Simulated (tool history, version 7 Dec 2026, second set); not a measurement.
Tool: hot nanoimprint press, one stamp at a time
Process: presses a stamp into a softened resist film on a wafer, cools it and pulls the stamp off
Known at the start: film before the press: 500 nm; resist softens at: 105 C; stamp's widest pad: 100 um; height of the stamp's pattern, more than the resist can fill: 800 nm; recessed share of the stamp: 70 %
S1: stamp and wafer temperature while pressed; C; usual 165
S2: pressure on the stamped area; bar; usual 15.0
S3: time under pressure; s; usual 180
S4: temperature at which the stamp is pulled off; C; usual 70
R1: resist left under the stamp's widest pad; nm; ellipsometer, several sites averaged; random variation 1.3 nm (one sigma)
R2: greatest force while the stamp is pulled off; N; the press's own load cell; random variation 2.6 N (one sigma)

{"run": 1, "day": 0.0, "S1": 165, "S2": 15.0, "S3": 180, "S4": 70, "R1": 185.2, "R2": 148}
{"day": 2.025, "done": "stamp cleaned and given a new release coat"}
{"run": 2, "day": 4.121, "S1": 165, "S2": 15.0, "S3": 159, "S4": 70, "R1": 191.7, "R2": 124}
{"day": 4.667, "done": "plate thermocouple calibrated"}
{"run": 3, "day": 7.121, "S1": 165, "S2": 15.0, "S3": 159, "S4": 70, "R1": 211.0, "R2": 127}
{"run": 4, "day": 9.679, "S1": 165, "S2": 15.0, "S3": 159, "S4": 70, "R1": 209.6, "R2": 139}
{"run": 5, "day": 13.104, "S1": 165, "S2": 15.0, "S3": 159, "S4": 70, "R1": 207.5, "R2": 147}
{"run": 6, "day": 15.108, "S1": 165, "S2": 15.0, "S3": 159, "S4": 70, "R1": 209.2, "R2": 151}
{"day": 15.95, "done": "stamp cleaned and given a new release coat"}
{"run": 7, "day": 17.596, "S1": 165, "S2": 17.2, "S3": 207, "S4": 68, "R1": 172.9, "R2": 121}
{"run": 8, "day": 19.704, "S1": 165, "S2": 17.2, "S3": 207, "S4": 69, "R1": 171.9, "R2": 125}
{"run": 9, "day": 21.946, "S1": 165, "S2": 20.3, "S3": 280, "S4": 57, "R1": 138.1, "R2": 147}
{"run": 10, "day": 24.838, "S1": 165, "S2": 20.3, "S3": 280, "S4": 57, "R1": 136.8, "R2": 147}
{"run": 11, "day": 28.646, "S1": 165, "S2": 15.0, "S3": 218, "S4": 70, "R1": 175.3, "R2": 148}

5 ways to go on from here, each from the tool as it stands after run 11. What would each give?
{"day": 29.692, "done": "stamp cleaned and given a new release coat"}
{"run": "A", "day": 31.296, "S1": 165, "S2": 11.0, "S3": 218, "S4": 70, "R1": "?", "R2": "?"}
{"day": 29.692, "done": "stamp cleaned and given a new release coat"}
{"run": "B", "day": 31.296, "S1": 165, "S2": 15.0, "S3": 225, "S4": 70, "R1": "?", "R2": "?"}
{"day": 29.692, "done": "stamp cleaned and given a new release coat"}
{"run": "C", "day": 31.296, "S1": 165, "S2": 15.0, "S3": 93, "S4": 70, "R1": "?", "R2": "?"}
{"day": 29.692, "done": "stamp cleaned and given a new release coat"}
{"run": "D", "day": 31.296, "S1": 165, "S2": 15.0, "S3": 218, "S4": 64, "R1": "?", "R2": "?"}
{"day": 29.692, "done": "stamp cleaned and given a new release coat"}
{"run": "E", "day": 31.296, "S1": 165, "S2": 10.8, "S3": 180, "S4": 76, "R1": "?", "R2": "?"}

run=A R1=205.7 R2=123
run=B R1=172.5 R2=122
run=C R1=240.5 R2=120
run=D R1=172.8 R2=131
run=E R1=221.4 R2=122
Without the tool's hidden state the same runs would have given:
run=A R1=221.6 R2=121
run=B R1=185.8 R2=120
run=C R1=256.8 R2=118
run=D R1=186.0 R2=128
run=E R1=237.9 R2=120
